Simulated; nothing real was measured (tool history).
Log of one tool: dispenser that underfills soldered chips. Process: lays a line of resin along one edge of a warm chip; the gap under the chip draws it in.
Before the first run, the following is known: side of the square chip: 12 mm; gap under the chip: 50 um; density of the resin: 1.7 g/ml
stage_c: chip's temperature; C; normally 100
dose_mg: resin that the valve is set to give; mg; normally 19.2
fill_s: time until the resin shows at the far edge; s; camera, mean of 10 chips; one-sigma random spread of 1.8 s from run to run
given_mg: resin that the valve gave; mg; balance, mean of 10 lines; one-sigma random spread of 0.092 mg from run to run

run,day,stage_c,dose_mg,fill_s,given_mg
1,0.000,100,19.2,313.6,17.94
# day 0.175: new syringe of resin
2,0.325,100,19.2,207.2,17.92
3,0.654,100,19.2,316.3,17.59
# day 0.750: dispensing valve cleaned and set on the balance
# day 0.854: new syringe of resin
4,0.942,100,19.2,191.1,19.17
5,1.267,100,19.2,282.5,19.12
# day 1.504: new syringe of resin
6,1.667,100,19.2,215.5,19.07
7,1.938,100,19.2,293.2,18.89
# day 2.129: new syringe of resin
8,2.404,100,19.2,240.2,18.83
# day 2.758: new syringe of resin
9,2.875,100,19.2,200.8,18.83
10,3.192,100,16.6,305.8,16.21
# day 3.400: new syringe of resin
11,3.425,100,16.6,181.1,16.26
12,3.667,100,19.2,240.0,18.56
# day 4.029: new syringe of resin
13,4.125,100,19.2,192.6,18.42
14,4.521,89,19.2,423.4,18.34
# day 4.658: new syringe of resin
15,4.867,89,19.2,311.5,18.40
16,5.200,96,19.2,373.0,18.39
# day 5.308: new syringe of resin
17,5.671,96,19.2,304.0,18.18
# day 5.946: new syringe of resin
18,5.975,96,19.2,200.3,18.06
19,6.362,92,21.1,351.2,19.87
# day 6.583: new syringe of resin
20,6.583,109,20.9,131.8,19.58
21,6.950,94,19.3,313.9,18.05
# day 7.212: new syringe of resin
22,7.275,90,17.0,253.1,15.85
# day 7.475: dispensing valve cleaned and set on the balance
23,7.575,96,19.7,280.1,19.70
# day 7.883: new syringe of resin
24,7.954,88,18.7,261.5,18.53
25,8.171,100,19.5,238.1,19.35
# day 8.521: new syringe of resin
26,8.633,100,22.5,188.0,22.14
27,9.017,100,22.5,295.2,22.13
# day 9.162: new syringe of resin
28,9.242,100,22.5,184.4,22.11
29,9.512,114,17.1,178.6,16.57
# day 9.817: new syringe of resin
30,9.992,89,19.2,286.9,18.73
31,10.392,115,19.8,223.5,19.13
# day 10.442: new syringe of resin
32,10.696,100,16.5,239.4,15.91
33,10.942,100,16.5,318.3,15.74
# day 11.071: new syringe of resin
34,11.412,85,20.4,374.8,19.48
# day 11.712: new syringe of resin
35,11.754,105,17.2,158.6,16.35
36,12.158,105,17.2,254.9,16.25

Alternative continuations, all from the tool just after run 36; predict every row:
# day 12.342: new syringe of resin
A,12.596,108,17.6,?,?
# day 12.342: new syringe of resin
B,12.596,99,18.0,?,?
# day 12.342: new syringe of resin
C,12.596,97,23.5,?,?

run,fill_s,given_mg
A,182.4,16.61
B,234.5,16.95
C,231.4,22.27
What these runs would have given with no unlogged condition in the tool:
run,fill_s,given_mg
A,144.6,17.62
B,186.8,17.98
C,186.1,23.63
